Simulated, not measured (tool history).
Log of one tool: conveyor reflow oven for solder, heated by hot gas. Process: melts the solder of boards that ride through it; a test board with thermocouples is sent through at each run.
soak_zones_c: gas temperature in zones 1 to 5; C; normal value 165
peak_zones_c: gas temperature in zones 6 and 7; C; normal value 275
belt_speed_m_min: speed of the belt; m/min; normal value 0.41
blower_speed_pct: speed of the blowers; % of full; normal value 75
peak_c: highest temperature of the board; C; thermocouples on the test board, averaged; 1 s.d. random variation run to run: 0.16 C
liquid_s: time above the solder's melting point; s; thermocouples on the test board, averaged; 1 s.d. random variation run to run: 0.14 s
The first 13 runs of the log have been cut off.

run,hour,soak_zones_c,peak_zones_c,belt_speed_m_min,blower_speed_pct,peak_c,liquid_s
14,117.1,165,275,0.432,75,258.2,85.8
15,122.3,165,275,0.41,75,259.8,92.5
16,133.3,165,275,0.41,75,259.9,92.4
17,140.9,162,275,0.419,75,259,87.7
18,147.6,165,275,0.41,88,262.2,95.4
19,157.1,165,273,0.41,75,257.9,90.8
20,166,165,273,0.41,75,258.1,90.6
# hour 171.8: flux residue cleaned out of gas plates and filters
21,177.1,159,265,0.41,66,247.5,75.9
22,186.9,159,276,0.41,75,259.7,89.4
23,192.4,165,275,0.473,75,254.8,73.9
24,199.3,165,275,0.411,75,259.6,91.6
25,208.2,165,275,0.411,75,259.3,91.9
26,219.1,165,275,0.4,75,260.1,95.3
# hour 227.9: flux residue cleaned out of gas plates and filters, once more
27,233.9,170,269,0.331,82,261.9,123.1
28,241.1,165,264,0.41,73,250,82.4
29,252.3,165,264,0.41,73,249.9,82.7
30,264,172,266,0.374,85,257.3,104.4
31,272,172,268,0.343,79,260,117.5

4 options for the next run, each taken on its own from the tool as it stands now. Forecast them:
A,281.3,172,273,0.379,79,?,?
B,281.3,176,268,0.343,79,?,?
C,281.3,165,284,0.451,79,?,?
D,281.3,165,268,0.343,79,?,?

run,peak_c,liquid_s
A,262.2,107
B,260.1,119.8
C,265.7,88.1
D,259.1,112.9
Without the tool's hidden state the same runs would have given:
run,peak_c,liquid_s
A,262,105.3
B,260,118
C,265.5,86.7
D,259,111.2

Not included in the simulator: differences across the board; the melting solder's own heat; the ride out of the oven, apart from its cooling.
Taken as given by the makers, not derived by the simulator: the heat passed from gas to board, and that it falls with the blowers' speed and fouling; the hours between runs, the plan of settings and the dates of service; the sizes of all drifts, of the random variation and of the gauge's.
